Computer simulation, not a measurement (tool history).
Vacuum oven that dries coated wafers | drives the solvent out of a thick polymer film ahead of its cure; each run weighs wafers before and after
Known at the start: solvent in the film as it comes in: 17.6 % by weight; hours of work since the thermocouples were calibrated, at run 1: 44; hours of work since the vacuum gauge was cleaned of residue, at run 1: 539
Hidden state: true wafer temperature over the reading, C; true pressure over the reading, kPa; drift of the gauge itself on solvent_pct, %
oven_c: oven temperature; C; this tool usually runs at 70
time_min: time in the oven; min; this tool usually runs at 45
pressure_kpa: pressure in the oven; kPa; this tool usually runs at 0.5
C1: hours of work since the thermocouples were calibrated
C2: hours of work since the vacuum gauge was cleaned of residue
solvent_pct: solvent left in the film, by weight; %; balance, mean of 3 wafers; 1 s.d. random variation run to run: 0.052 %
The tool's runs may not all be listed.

Run 1, day 0: usual settings; C1 44; C2 539. Result: solvent_pct 1.31 %.
Run 2, day 1.296: usual settings; C1 62; C2 558. Result: solvent_pct 1.46 %.
Run 3, day 2.138: usual settings; C1 74; C2 570. Result: solvent_pct 1.45 %.
Run 4, day 3.296: usual settings; C1 91; C2 586. Result: solvent_pct 1.5 %.
Run 5, day 5.329: usual settings; C1 120; C2 615. Result: solvent_pct 1.49 %.
Run 6, day 6.771: usual settings but time_min 26 min; C1 140; C2 636. Result: solvent_pct 3.76 %.
Run 7, day 7.812: usual settings but pressure_kpa 0.338 kPa; C1 155; C2 651. Result: solvent_pct 1.45 %.
Run 8, day 8.883: usual settings but pressure_kpa 0.338 kPa; C1 170; C2 666. Result: solvent_pct 1.49 %.
Run 9, day 9.838: usual settings but pressure_kpa 0.338 kPa; C1 184; C2 680. Result: solvent_pct 1.5 %.
Run 10, day 11.758: usual settings but oven_c 55 C, pressure_kpa 0.338 kPa; C1 211; C2 707. Result: solvent_pct 6.99 %.
Run 11, day 13.596: usual settings but oven_c 63 C; C1 238; C2 733. Result: solvent_pct 3.68 %.
Run 12, day 14.833: usual settings but oven_c 74 C, time_min 40 min, pressure_kpa 0.632 kPa; C1 255; C2 751. Result: solvent_pct 1.07 %.
Run 13, day 16.571: usual settings but oven_c 63 C, time_min 55 min, pressure_kpa 1.233 kPa; C1 280; C2 776. Result: solvent_pct 3.08 %.
Run 14, day 17.646: usual settings but oven_c 63 C, time_min 55 min, pressure_kpa 1.233 kPa; C1 295; C2 791. Result: solvent_pct 3.12 %.
Run 15, day 19.238: usual settings but oven_c 69 C, pressure_kpa 1.762 kPa; C1 318; C2 814. Result: solvent_pct 2.27 %.
Run 16, day 21.288: usual settings but oven_c 63 C, time_min 56 min, pressure_kpa 1.806 kPa; C1 347; C2 843. Result: solvent_pct 3.14 %.
Run 17, day 22.583: usual settings but oven_c 85 C, time_min 56 min, pressure_kpa 1.806 kPa; C1 366; C2 861. Result: solvent_pct 0.34 %.
Run 18, day 24.454: usual settings but oven_c 85 C, time_min 50 min, pressure_kpa 0.365 kPa; C1 392; C2 888. Result: solvent_pct 0.12 %.
Run 19, day 26.421: usual settings but oven_c 74 C; C1 420; C2 916. Result: solvent_pct 0.81 %.
Run 20, day 27.492: usual settings but oven_c 73 C, time_min 24 min, pressure_kpa 0.637 kPa; C1 436; C2 931. Result: solvent_pct 3.44 %.
Run 21, day 28.512: usual settings but oven_c 73 C; C1 450; C2 946. Result: solvent_pct 1.08 %.
Run 22, day 29.508: usual settings but oven_c 85 C, pressure_kpa 0.686 kPa; C1 464; C2 960. Result: solvent_pct 0.18 %.

Here are 4 independent what-if runs from the current tool condition. What would each one return?
Run A, day 30.754: usual settings but oven_c 71 C, time_min 34 min, pressure_kpa 0.288 kPa; C1 482; C2 978. Result: solvent_pct ?.
Run B, day 30.754: usual settings but oven_c 81 C, time_min 64 min, pressure_kpa 0.686 kPa; C1 482; C2 978. Result: solvent_pct ?.
Run C, day 30.754: usual settings but time_min 37 min, pressure_kpa 0.678 kPa; C1 482; C2 978. Result: solvent_pct ?.
Run D, day 30.754: usual settings but oven_c 85 C, time_min 52 min, pressure_kpa 0.686 kPa; C1 482; C2 978. Result: solvent_pct ?.

run  solvent_pct
  A          2.4
  B         0.22
  C         2.59
  D         0.18
Take away the tool's hidden state, keep each run's random variation, and the runs would have read:
run  solvent_pct
  A         2.14
  B         0.13
  C         2.32
  D         0.11
